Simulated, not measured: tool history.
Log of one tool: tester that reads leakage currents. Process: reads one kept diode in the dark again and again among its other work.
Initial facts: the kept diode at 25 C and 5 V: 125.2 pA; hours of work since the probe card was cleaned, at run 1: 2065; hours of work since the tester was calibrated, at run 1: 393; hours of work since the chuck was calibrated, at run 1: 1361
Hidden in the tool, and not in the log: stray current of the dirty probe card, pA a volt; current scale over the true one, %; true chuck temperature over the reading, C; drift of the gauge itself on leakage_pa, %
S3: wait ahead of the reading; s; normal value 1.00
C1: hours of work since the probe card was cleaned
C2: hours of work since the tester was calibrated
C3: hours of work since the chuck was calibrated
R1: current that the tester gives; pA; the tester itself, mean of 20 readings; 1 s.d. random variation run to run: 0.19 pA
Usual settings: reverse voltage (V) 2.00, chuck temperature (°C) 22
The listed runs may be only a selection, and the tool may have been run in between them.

run 1 hour=0.0 | reverse_voltage_(V)=2.00 chuck_temperature_(°C)=22 S3=1.00 | C1=2065 C2=393 C3=1361 | R1=65.48
run 2 hour=31.2 | reverse_voltage_(V)=2.00 chuck_temperature_(°C)=22 S3=1.00 | C1=2079 C2=407 C3=1375 | R1=65.40
run 3 hour=56.3 | reverse_voltage_(V)=2.00 chuck_temperature_(°C)=22 S3=1.00 | C1=2090 C2=418 C3=1386 | R1=65.78
run 4 hour=100.6 | reverse_voltage_(V)=2.00 chuck_temperature_(°C)=22 S3=1.00 | C1=2109 C2=437 C3=1405 | R1=66.15
run 5 hour=139.9 | reverse_voltage_(V)=2.00 chuck_temperature_(°C)=22 S3=1.00 | C1=2126 C2=454 C3=1422 | R1=65.75
run 6 hour=188.4 | reverse_voltage_(V)=2.00 chuck_temperature_(°C)=22 S3=1.00 | C1=2148 C2=475 C3=1443 | R1=65.97
run 7 hour=235.2 | reverse_voltage_(V)=2.00 chuck_temperature_(°C)=34 S3=1.00 | C1=2168 C2=496 C3=1464 | R1=168.12
run 8 hour=259.5 | reverse_voltage_(V)=2.00 chuck_temperature_(°C)=33 S3=1.00 | C1=2179 C2=506 C3=1474 | R1=155.82
run 9 hour=294.9 | reverse_voltage_(V)=6.14 chuck_temperature_(°C)=22 S3=1.00 | C1=2194 C2=522 C3=1490 | R1=123.86
run 10 hour=342.6 | reverse_voltage_(V)=6.14 chuck_temperature_(°C)=22 S3=1.00 | C1=2215 C2=542 C3=1511 | R1=124.48
run 11 hour=376.8 | reverse_voltage_(V)=6.14 chuck_temperature_(°C)=22 S3=1.00 | C1=2230 C2=557 C3=1526 | R1=124.72
run 12 hour=414.1 | reverse_voltage_(V)=6.14 chuck_temperature_(°C)=22 S3=1.00 | C1=2246 C2=574 C3=1542 | R1=124.64
run 13 hour=435.9 | reverse_voltage_(V)=17.19 chuck_temperature_(°C)=22 S3=1.00 | C1=2255 C2=583 C3=1551 | R1=223.68
run 14 hour=480.9 | reverse_voltage_(V)=8.30 chuck_temperature_(°C)=22 S3=1.00 | C1=2275 C2=603 C3=1571 | R1=149.12
run 15 hour=501.2 | reverse_voltage_(V)=2.00 chuck_temperature_(°C)=22 S3=5.45 | C1=2284 C2=612 C3=1580 | R1=66.15
run 16 hour=522.4 | reverse_voltage_(V)=2.00 chuck_temperature_(°C)=22 S3=5.45 | C1=2293 C2=621 C3=1589 | R1=66.51
run 17 hour=566.7 | reverse_voltage_(V)=2.00 chuck_temperature_(°C)=22 S3=1.00 | C1=2312 C2=640 C3=1608 | R1=66.95
run 18 hour=600.6 | reverse_voltage_(V)=2.00 chuck_temperature_(°C)=22 S3=0.58 | C1=2327 C2=655 C3=1623 | R1=67.39
run 19 hour=636.0 | reverse_voltage_(V)=2.00 chuck_temperature_(°C)=26 S3=1.00 | C1=2343 C2=670 C3=1638 | R1=91.63
run 20 hour=678.2 | reverse_voltage_(V)=4.53 chuck_temperature_(°C)=27 S3=1.59 | C1=2361 C2=689 C3=1657 | R1=156.59
run 21 hour=700.1 | reverse_voltage_(V)=1.55 chuck_temperature_(°C)=37 S3=8.89 | C1=2371 C2=698 C3=1666 | R1=184.16
run 22 hour=721.9 | reverse_voltage_(V)=1.55 chuck_temperature_(°C)=37 S3=8.89 | C1=2380 C2=708 C3=1676 | R1=184.19
run 23 hour=759.6 | reverse_voltage_(V)=13.80 chuck_temperature_(°C)=28 S3=1.00 | C1=2396 C2=724 C3=1692 | R1=317.66
-- hour=766.3 chuck's temperature calibrated
run 24 hour=804.3 | reverse_voltage_(V)=13.80 chuck_temperature_(°C)=28 S3=1.30 | C1=2415 C2=743 C3=17 | R1=336.32
run 25 hour=843.5 | reverse_voltage_(V)=5.35 chuck_temperature_(°C)=47 S3=7.06 | C1=2432 C2=760 C3=34 | R1=787.69
run 26 hour=891.2 | reverse_voltage_(V)=2.00 chuck_temperature_(°C)=22 S3=5.35 | C1=2453 C2=781 C3=54 | R1=71.19
-- hour=904.2 chuck's temperature calibrated, once more
run 27 hour=943.3 | reverse_voltage_(V)=2.00 chuck_temperature_(°C)=46 S3=5.35 | C1=2475 C2=802 C3=17 | R1=364.52
run 28 hour=964.6 | reverse_voltage_(V)=2.00 chuck_temperature_(°C)=46 S3=5.35 | C1=2484 C2=812 C3=26 | R1=365.11
run 29 hour=995.2 | reverse_voltage_(V)=4.28 chuck_temperature_(°C)=40 S3=1.00 | C1=2497 C2=825 C3=40 | R1=362.64
run 30 hour=1031.6 | reverse_voltage_(V)=2.03 chuck_temperature_(°C)=40 S3=3.33 | C1=2513 C2=841 C3=55 | R1=239.68
run 31 hour=1053.7 | reverse_voltage_(V)=17.36 chuck_temperature_(°C)=44 S3=2.47 | C1=2523 C2=851 C3=65 | R1=1054.79
run 32 hour=1103.3 | reverse_voltage_(V)=17.36 chuck_temperature_(°C)=44 S3=2.47 | C1=2544 C2=872 C3=87 | R1=1057.70
run 33 hour=1143.4 | reverse_voltage_(V)=16.71 chuck_temperature_(°C)=22 S3=2.60 | C1=2562 C2=890 C3=104 | R1=198.44
run 34 hour=1174.3 | reverse_voltage_(V)=3.39 chuck_temperature_(°C)=20 S3=2.12 | C1=2575 C2=903 C3=118 | R1=68.24
run 35 hour=1195.8 | reverse_voltage_(V)=2.07 chuck_temperature_(°C)=46 S3=1.00 | C1=2585 C2=912 C3=127 | R1=374.35
run 36 hour=1243.9 | reverse_voltage_(V)=2.07 chuck_temperature_(°C)=46 S3=1.00 | C1=2606 C2=933 C3=148 | R1=377.08
run 37 hour=1268.1 | reverse_voltage_(V)=5.12 chuck_temperature_(°C)=42 S3=1.16 | C1=2616 C2=944 C3=159 | R1=466.88
run 38 hour=1294.7 | reverse_voltage_(V)=19.16 chuck_temperature_(°C)=38 S3=0.53 | C1=2628 C2=956 C3=170 | R1=734.87

3 ways to go on from here, each from the tool as it stands after run 38. What would each give?
run A hour=1337.5 | reverse_voltage_(V)=5.87 chuck_temperature_(°C)=35 S3=1.00 | C1=2647 C2=974 C3=189 | R1=?
run B hour=1337.5 | reverse_voltage_(V)=2.11 chuck_temperature_(°C)=38 S3=5.00 | C1=2647 C2=974 C3=189 | R1=?
run C hour=1337.5 | reverse_voltage_(V)=2.00 chuck_temperature_(°C)=25 S3=1.00 | C1=2647 C2=974 C3=189 | R1=?

run=A R1=302.03
run=B R1=212.59
run=C R1=76.86
The same runs, with their run-to-run variation unchanged, on a tool lacking any hidden condition would have given:
run=A R1=298.13
run=B R1=210.35
run=C R1=75.72
